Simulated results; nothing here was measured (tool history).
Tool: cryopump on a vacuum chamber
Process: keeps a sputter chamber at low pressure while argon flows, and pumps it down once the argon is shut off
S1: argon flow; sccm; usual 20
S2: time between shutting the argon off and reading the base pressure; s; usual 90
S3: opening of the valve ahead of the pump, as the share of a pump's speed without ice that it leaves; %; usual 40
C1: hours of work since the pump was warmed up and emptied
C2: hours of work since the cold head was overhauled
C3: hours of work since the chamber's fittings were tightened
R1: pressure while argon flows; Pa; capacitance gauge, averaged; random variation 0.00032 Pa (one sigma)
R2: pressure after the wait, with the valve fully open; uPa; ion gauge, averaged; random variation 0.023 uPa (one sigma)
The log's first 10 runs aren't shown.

| run | hour | S1 | S2 | S3 | C1 | C2 | C3 | R1 | R2 |
|---|---|---|---|---|---|---|---|---|---|
| 11 | 319.7 | 20 | 96 | 40 | 411 | 899 | 1674 | 0.0455 | 1.21 |
| 12 | 364.3 | 20 | 154 | 40 | 446 | 933 | 1708 | 0.0454 | 1.02 |
|  | 386.1 | pump warmed up, emptied and cooled again |
| 13 | 410.4 | 20 | 154 | 40 | 19 | 964 | 1739 | 0.0435 | 0.99 |
| 14 | 431.7 | 20 | 154 | 40 | 35 | 981 | 1756 | 0.0432 | 0.97 |
| 15 | 473.9 | 20 | 90 | 40 | 67 | 1013 | 1788 | 0.0444 | 1.22 |
| 16 | 500.4 | 28 | 90 | 40 | 87 | 1033 | 1808 | 0.0622 | 1.25 |
| 17 | 520.1 | 28 | 90 | 40 | 102 | 1048 | 1823 | 0.062 | 1.21 |
| 18 | 561.6 | 28 | 90 | 40 | 134 | 1080 | 1855 | 0.0628 | 1.24 |
| 19 | 597.7 | 28 | 90 | 40 | 162 | 1108 | 1883 | 0.0626 | 1.27 |
| 20 | 620.4 | 21 | 90 | 55 | 179 | 1125 | 1900 | 0.0351 | 1.29 |
| 21 | 657.9 | 25 | 58 | 28 | 208 | 1154 | 1929 | 0.0798 | 1.61 |
| 22 | 696.2 | 25 | 299 | 28 | 237 | 1183 | 1958 | 0.0789 | 0.92 |
| 23 | 724.1 | 17 | 144 | 19 | 258 | 1204 | 1979 | 0.0796 | 1.15 |
|  | 728.4 | leaking fittings of the chamber tightened, without venting |
| 24 | 762 | 14 | 48 | 34 | 286 | 1232 | 26 | 0.0371 | 1.26 |
| 25 | 790.3 | 35 | 90 | 31 | 307 | 1253 | 47 | 0.1024 | 0.74 |
| 26 | 818.8 | 35 | 90 | 31 | 329 | 1275 | 69 | 0.1021 | 0.8 |
| 27 | 837.9 | 8 | 42 | 31 | 344 | 1290 | 84 | 0.0231 | 1.35 |
| 28 | 875.1 | 20 | 251 | 40 | 372 | 1318 | 112 | 0.0465 | 0.4 |
| 29 | 895.2 | 20 | 251 | 40 | 388 | 1334 | 128 | 0.0463 | 0.39 |
| 30 | 940 | 22 | 55 | 40 | 422 | 1368 | 162 | 0.0512 | 1.13 |
| 31 | 975 | 20 | 127 | 21 | 449 | 1394 | 189 | 0.0859 | 0.63 |
|  | 990.7 | pump warmed up, emptied and cooled again |
| 32 | 1017.9 | 10 | 127 | 16 | 21 | 1423 | 217 | 0.0537 | 0.63 |
| 33 | 1043.6 | 10 | 127 | 16 | 40 | 1443 | 237 | 0.0546 | 0.63 |
| 34 | 1066.7 | 10 | 34 | 16 | 58 | 1461 | 255 | 0.0542 | 1.72 |

Forecast each of these 4 alternatives for the next run:
| A | 1110.3 | 11 | 271 | 34 | 91 | 1494 | 288 | ? | ? |
| B | 1110.3 | 30 | 160 | 32 | 91 | 1494 | 288 | ? | ? |
| C | 1110.3 | 20 | 67 | 19 | 91 | 1494 | 288 | ? | ? |
| D | 1110.3 | 10 | 34 | 48 | 91 | 1494 | 288 | ? | ? |

| run | R1 | R2 |
|---|---|---|
| A | 0.0284 | 0.48 |
| B | 0.0828 | 0.55 |
| C | 0.0923 | 1.03 |
| D | 0.0186 | 1.67 |
Without the tool's hidden state the same runs would have given:
| run | R1 | R2 |
|---|---|---|
| A | 0.028 | 0.39 |
| B | 0.0817 | 0.46 |
| C | 0.0916 | 0.94 |
| D | 0.0182 | 1.58 |

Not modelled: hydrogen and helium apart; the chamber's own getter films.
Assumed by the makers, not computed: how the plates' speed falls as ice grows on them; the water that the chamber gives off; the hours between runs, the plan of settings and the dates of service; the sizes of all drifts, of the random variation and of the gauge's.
